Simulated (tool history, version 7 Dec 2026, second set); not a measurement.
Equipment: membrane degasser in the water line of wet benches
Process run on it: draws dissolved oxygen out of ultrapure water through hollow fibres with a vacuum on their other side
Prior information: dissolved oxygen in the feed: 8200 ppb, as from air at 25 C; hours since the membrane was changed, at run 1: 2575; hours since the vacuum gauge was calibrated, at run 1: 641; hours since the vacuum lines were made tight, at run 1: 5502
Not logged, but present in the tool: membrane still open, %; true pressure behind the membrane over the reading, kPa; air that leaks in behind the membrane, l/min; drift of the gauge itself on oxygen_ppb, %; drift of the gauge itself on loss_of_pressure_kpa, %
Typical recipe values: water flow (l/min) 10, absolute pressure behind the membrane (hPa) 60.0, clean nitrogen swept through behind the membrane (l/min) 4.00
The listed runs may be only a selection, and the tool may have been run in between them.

run	hour	water flow (l/min)	absolute pressure behind the membrane (hPa)	clean nitrogen swept through behind the membrane (l/min)	hours since the membrane was changed	hours since the vacuum gauge was calibrated	hours since the vacuum lines were made tight	dissolved oxygen in the water behind the degasser (ppb)	pressure that the water loses in the fibres (hPa)
1	0.0	10	60.0	4.00	2575	641	5502	32.1	406.7
2	82.9	10	60.0	4.00	2658	724	5585	31.4	402.1
3	169.5	10	60.0	4.00	2744	811	5672	32.1	405.8
4	267.7	10	60.0	4.00	2843	909	5770	32.1	404.5
5	338.2	10	60.0	4.00	2913	979	5841	32.8	407.2
6	399.3	10	131.7	4.00	2974	1041	5902	75.0	406.8
7	461.6	10	131.7	4.00	3036	1103	5964	74.9	406.3
8	528.2	10	60.0	4.00	3103	1169	6031	32.5	402.4
9	596.0	10	60.0	4.00	3171	1237	6099	32.6	402.8
10	656.4	10	60.0	4.00	3231	1298	6159	31.5	403.7
11	747.8	10	60.0	4.00	3323	1389	6250	31.8	404.4
12	815.3	10	60.0	4.00	3390	1457	6318	32.0	405.5
13	894.9	10	77.1	4.00	3470	1536	6397	42.8	403.1
14	986.7	10	77.1	4.00	3562	1628	6489	42.9	406.3
# hour 996.6: seals of the vacuum lines changed
15	1054.1	10	60.0	2.58	3627	1693	57	41.8	402.3
16	1137.3	8	60.0	2.58	3710	1777	141	26.6	323.4
17	1217.0	10	60.0	4.00	3790	1856	220	32.3	404.5
18	1297.7	10	60.0	4.00	3871	1937	301	32.7	404.7
19	1340.3	10	60.0	4.00	3913	1980	344	31.6	403.0
20	1406.4	12	60.0	2.84	3979	2046	410	64.9	484.9
21	1454.9	12	60.0	2.84	4028	2094	458	63.7	486.1
22	1533.7	14	78.3	5.49	4107	2173	537	96.2	566.2
23	1628.3	14	78.3	5.49	4201	2268	632	94.3	566.7
24	1675.6	14	78.3	5.49	4248	2315	679	94.7	565.4
25	1770.7	8	44.5	5.49	4344	2410	774	8.5	319.6
26	1866.6	8	44.5	5.49	4439	2506	870	8.8	323.3
27	1924.6	8	44.5	5.49	4497	2564	928	8.6	319.6
28	2009.0	10	54.8	3.16	4582	2648	1012	32.7	410.0
29	2073.7	15	89.0	3.03	4647	2713	1077	151.5	602.9
30	2119.5	10	53.4	6.31	4692	2759	1123	23.3	404.5
31	2163.0	15	55.9	6.38	4736	2802	1166	100.2	603.4
32	2232.2	15	55.9	6.38	4805	2871	1236	98.9	603.6
33	2318.0	10	60.0	8.99	4891	2957	1321	22.8	404.2

Across each entry between runs, compare the hidden state at the last listed run before it with the hidden state at the first listed run after it:
Logged between run 14 and run 15: seals of the vacuum lines changed (hour 996.6)
  air that leaks in behind the membrane, l/min: 0.0023 -> 0.002
